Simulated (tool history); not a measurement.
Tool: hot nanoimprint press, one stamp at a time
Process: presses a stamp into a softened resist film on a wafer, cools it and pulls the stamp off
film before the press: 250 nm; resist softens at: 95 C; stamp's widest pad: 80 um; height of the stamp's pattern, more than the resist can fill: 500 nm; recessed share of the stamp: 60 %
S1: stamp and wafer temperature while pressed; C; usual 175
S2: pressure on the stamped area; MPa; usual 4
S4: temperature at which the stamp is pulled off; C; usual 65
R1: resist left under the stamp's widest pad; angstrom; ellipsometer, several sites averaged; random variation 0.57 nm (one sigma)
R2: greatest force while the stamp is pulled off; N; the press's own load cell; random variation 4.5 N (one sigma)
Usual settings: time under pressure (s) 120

Run 1, hour 0: usual settings. Result: R1 1344 angstrom, R2 297 N.
At hour 24.4: stamp cleaned and given a new release coat.
Run 2, hour 52.8: usual settings. Result: R1 1354 angstrom, R2 223 N.
Run 3, hour 95.9: usual settings but time under pressure (s) 126. Result: R1 1328 angstrom, R2 226 N.
Run 4, hour 134.4: usual settings but time under pressure (s) 126. Result: R1 1333 angstrom, R2 238 N.
At hour 165.7: plate thermocouple calibrated.
Run 5, hour 190.4: usual settings. Result: R1 1280 angstrom, R2 235 N.
Run 6, hour 247.9: usual settings. Result: R1 1288 angstrom, R2 240 N.
Run 7, hour 304.5: usual settings but time under pressure (s) 127. Result: R1 1261 angstrom, R2 248 N.
Run 8, hour 349.9: usual settings but time under pressure (s) 127. Result: R1 1275 angstrom, R2 254 N.
Run 9, hour 399.6: usual settings but time under pressure (s) 127. Result: R1 1281 angstrom, R2 260 N.
Run 10, hour 446: usual settings but time under pressure (s) 127. Result: R1 1277 angstrom, R2 267 N.
Run 11, hour 501: usual settings but time under pressure (s) 127. Result: R1 1286 angstrom, R2 279 N.
Run 12, hour 524.5: usual settings but time under pressure (s) 127, S4 70 C. Result: R1 1289 angstrom, R2 257 N.
Run 13, hour 551.9: usual settings but time under pressure (s) 213. Result: R1 1062 angstrom, R2 277 N.
Run 14, hour 584.6: usual settings but S4 58 C. Result: R1 1320 angstrom, R2 332 N.
At hour 599: stamp cleaned and given a new release coat.
Run 15, hour 637.2: usual settings but S1 164 C, time under pressure (s) 125. Result: R1 1867 angstrom, R2 227 N.
Run 16, hour 683.8: usual settings but S1 179 C, time under pressure (s) 216, S4 51 C. Result: R1 905 angstrom, R2 309 N.
Run 17, hour 715.5: usual settings but S1 184 C, time under pressure (s) 131, S4 51 C. Result: R1 910 angstrom, R2 302 N.
Run 18, hour 754.4: usual settings but S1 184 C, time under pressure (s) 131, S4 51 C. Result: R1 912 angstrom, R2 314 N.
Run 19, hour 789.6: usual settings but S1 184 C, S2 4.32 MPa, S4 53 C. Result: R1 916 angstrom, R2 313 N.
Run 20, hour 846.1: usual settings but time under pressure (s) 157, S4 66 C. Result: R1 1224 angstrom, R2 236 N.
At hour 875.4: plate thermocouple calibrated.
At hour 883.4: press's hydraulic seals changed and the load cell set to zero.
Run 21, hour 888.6: usual settings but S2 3.77 MPa, time under pressure (s) 157, S4 66 C. Result: R1 1191 angstrom, R2 240 N.
Run 22, hour 929.9: usual settings but S2 3.77 MPa, time under pressure (s) 157, S4 66 C. Result: R1 1188 angstrom, R2 233 N.
Run 23, hour 955.7: usual settings but S2 3.77 MPa, time under pressure (s) 125, S4 66 C. Result: R1 1277 angstrom, R2 253 N.
Run 24, hour 982.8: usual settings but S2 3.77 MPa, time under pressure (s) 125, S4 66 C. Result: R1 1305 angstrom, R2 254 N.
Run 25, hour 1037.9: usual settings but S2 3.77 MPa, time under pressure (s) 125, S4 66 C. Result: R1 1307 angstrom, R2 265 N.
Run 26, hour 1076.7: usual settings but S2 3.77 MPa, time under pressure (s) 125, S4 66 C. Result: R1 1298 angstrom, R2 271 N.
Run 27, hour 1118.8: usual settings but S1 179 C, S2 3.77 MPa, time under pressure (s) 99, S4 66 C. Result: R1 1226 angstrom, R2 272 N.

3 ways to go on from here, each from the tool as it stands after run 27. What would each give?
Run A, hour 1162.8: usual settings but S4 63 C. Result: R1 ?, R2 ?.
Run B, hour 1162.8: usual settings but S1 177 C, S2 3.77 MPa, time under pressure (s) 175, S4 68 C. Result: R1 ?, R2 ?.
Run C, hour 1162.8: usual settings but S1 179 C, S2 2.96 MPa, time under pressure (s) 159, S4 63 C. Result: R1 ?, R2 ?.

run    R1   R2
  A  1308  297
  B  1067  267
  C  1133  293
Without the tool's hidden state the same runs would have given:
run    R1   R2
  A  1285  229
  B  1047  206
  C  1113  226
